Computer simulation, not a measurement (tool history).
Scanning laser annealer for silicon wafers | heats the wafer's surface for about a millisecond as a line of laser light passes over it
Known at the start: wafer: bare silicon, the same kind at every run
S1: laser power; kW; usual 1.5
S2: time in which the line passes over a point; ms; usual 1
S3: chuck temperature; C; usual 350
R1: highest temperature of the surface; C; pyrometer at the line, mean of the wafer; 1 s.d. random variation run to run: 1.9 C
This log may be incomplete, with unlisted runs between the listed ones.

run	hour	S1	S2	S3	R1
1	0	1.5	1	350	1079
2	37.4	1.5	1	350	1076
3	70.4	1.5	1	350	1072
4	102.6	1.423	1	350	1035
5	138.7	1.423	1	350	1040
# hour 146.6: optics aligned, line set to its width
6	161.7	1.482	1	350	1061
7	192.1	1.482	1	350	1062
8	216.4	1.581	1	350	1106
9	253.9	1.417	1.02	373	1056
10	291.8	1.589	0.71	365	1015
11	320.8	1.5	0.98	376	1084
# hour 335.2: optics aligned, line set to its width, once more
12	347.5	1.543	1	350	1095
13	389.2	1.543	1	350	1093
# hour 415.5: window over the wafer cleaned
14	420.8	1.562	1.06	383	1179
15	444.7	1.521	1	328	1085
16	481.4	1.447	1.03	339	1066

Here are 4 independent what-if runs from the current tool condition. What would each one return?
A	510.6	1.318	1.07	339	?
B	510.6	1.371	0.73	365	?
C	510.6	1.447	1.03	323	?
D	510.6	1.447	0.72	382	?

run	R1
A	1017
B	962
C	1053
D	1001
The same runs, with their run-to-run variation unchanged, on a tool lacking any hidden condition would have given:
run	R1
A	1024
B	969
C	1061
D	1008
